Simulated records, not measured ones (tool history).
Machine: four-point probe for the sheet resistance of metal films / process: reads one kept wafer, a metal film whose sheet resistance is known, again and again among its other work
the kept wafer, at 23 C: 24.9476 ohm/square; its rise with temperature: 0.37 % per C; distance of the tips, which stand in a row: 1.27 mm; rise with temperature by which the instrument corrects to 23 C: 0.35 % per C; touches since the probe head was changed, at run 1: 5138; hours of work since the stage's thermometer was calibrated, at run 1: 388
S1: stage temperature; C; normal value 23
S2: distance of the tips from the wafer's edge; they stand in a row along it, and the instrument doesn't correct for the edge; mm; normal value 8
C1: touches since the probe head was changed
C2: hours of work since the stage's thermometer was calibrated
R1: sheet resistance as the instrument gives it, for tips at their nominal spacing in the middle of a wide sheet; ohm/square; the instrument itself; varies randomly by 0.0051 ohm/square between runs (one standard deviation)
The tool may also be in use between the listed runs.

run   hour  S1  S2     C1   C2         R1
  1    0.0  23   8   5138  388  25.247890
  2  107.8  23   8   6551  445  25.244798
  3  184.9  23   8   7563  486  25.252774
  4  317.8  23   8   9307  557  25.234102
  5  399.1  23   8  10373  600  25.233223
  6  498.3  23   4  11675  653  26.172126
  7  619.2  35  16  13261  717  25.031600
  8  694.6  35  16  14250  757  25.031876
  9  781.4  28  16  15389  804  24.994506
 10  882.8  25  11  16719  857  25.070655

Each run again, without the hidden state but with its own random variation kept:
Hidden state present: inner tips' distance over the nominal, %; tips' flats over new ones', %; wafer's true temperature over the reading, C; drift of the gauge itself on sheet_ohm, %.
run         R1
  1  25.282771
  2  25.283092
  3  25.293662
  4  25.279051
  5  25.280799
  6  26.224642
  7  25.085447
  8  25.088056
  9  25.053605
 10  25.133037
